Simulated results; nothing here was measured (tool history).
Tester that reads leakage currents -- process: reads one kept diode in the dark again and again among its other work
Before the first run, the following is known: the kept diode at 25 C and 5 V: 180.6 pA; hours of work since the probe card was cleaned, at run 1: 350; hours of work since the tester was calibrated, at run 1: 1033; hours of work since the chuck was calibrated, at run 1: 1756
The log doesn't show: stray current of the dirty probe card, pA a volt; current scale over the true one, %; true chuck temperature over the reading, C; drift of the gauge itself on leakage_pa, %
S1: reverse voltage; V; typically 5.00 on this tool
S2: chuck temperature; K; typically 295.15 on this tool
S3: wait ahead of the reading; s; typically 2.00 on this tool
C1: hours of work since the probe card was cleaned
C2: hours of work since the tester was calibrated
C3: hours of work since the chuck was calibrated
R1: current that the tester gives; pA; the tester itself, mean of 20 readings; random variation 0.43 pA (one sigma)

run,hour,S1,S2,S3,C1,C2,C3,R1
1,0.0,5.00,295.15,2.00,350,1033,1756,135.62
2,60.4,5.00,295.15,2.00,386,1068,1791,136.17
3,118.4,1.02,295.15,2.00,419,1102,1825,57.79
4,177.0,1.02,295.15,2.00,453,1136,1859,57.75
5,206.1,1.02,295.15,2.00,470,1153,1876,57.81
6,238.7,5.00,295.15,2.00,489,1172,1895,135.65
7,274.9,2.12,295.15,2.00,510,1193,1916,85.00
8,317.7,2.12,295.15,2.00,535,1218,1941,85.58
9,364.2,5.00,297.15,2.00,562,1245,1968,158.24
# hour 389.1: chuck's temperature calibrated
10,432.4,7.36,295.15,2.00,601,1283,25,163.55
11,472.7,7.36,295.15,2.00,624,1307,49,164.12
# hour 483.0: chuck's temperature calibrated, once more
12,519.4,5.00,295.15,2.00,651,1333,21,146.87
13,563.0,5.00,295.15,2.00,676,1358,47,146.59
14,619.5,5.00,295.15,2.00,709,1391,79,147.10
15,674.5,5.00,295.15,2.00,741,1423,112,147.37
16,738.9,5.00,295.15,2.00,778,1461,149,146.77
17,784.1,5.00,295.15,2.00,805,1487,175,147.13
18,811.0,5.00,295.15,2.00,820,1503,191,146.83
19,851.9,5.00,295.15,2.00,844,1527,215,146.45
20,884.0,1.20,298.15,6.78,863,1545,234,85.66
21,915.9,1.20,298.15,6.78,881,1564,252,85.14
22,979.5,3.36,295.15,2.79,918,1601,289,117.92
23,1041.6,3.36,295.15,2.79,955,1637,325,117.90
24,1100.3,11.00,297.15,2.79,989,1671,359,263.20
25,1143.6,11.13,316.15,2.79,1014,1696,385,1048.90
26,1180.2,5.00,332.15,2.00,1035,1718,406,1951.76
27,1215.2,11.77,301.15,5.61,1056,1738,426,369.68
28,1274.6,11.81,311.15,5.61,1090,1773,461,761.58
29,1318.1,5.00,295.15,6.28,1116,1798,486,146.14
30,1346.5,3.60,295.15,6.28,1132,1815,503,122.27
31,1396.7,12.45,329.15,0.40,1161,1844,532,2643.81
32,1452.3,12.45,329.15,0.40,1194,1876,564,2625.30
33,1479.2,5.00,312.15,6.92,1209,1892,580,514.10
34,1514.9,5.00,312.15,6.92,1230,1913,601,511.97
35,1553.9,9.21,331.15,0.66,1253,1935,624,2534.68
36,1598.6,2.44,309.15,3.72,1279,1961,650,281.43
37,1654.3,2.44,309.15,0.36,1311,1994,682,282.27

Results for each run, recomputed without the tool's hidden state and with each run's random variation untouched:
run,R1
1,142.75
2,143.32
3,61.35
4,61.34
5,61.42
6,142.79
7,90.05
8,90.69
9,166.91
10,175.19
11,175.75
12,142.83
13,142.56
14,143.08
15,143.37
16,142.80
17,143.16
18,142.87
19,142.52
20,84.79
21,84.32
22,115.38
23,115.40
24,254.29
25,1043.76
26,1956.50
27,360.52
28,755.32
29,142.28
30,119.68
31,2652.40
32,2635.91
33,514.30
34,512.43
35,2551.13
36,282.43
37,283.49
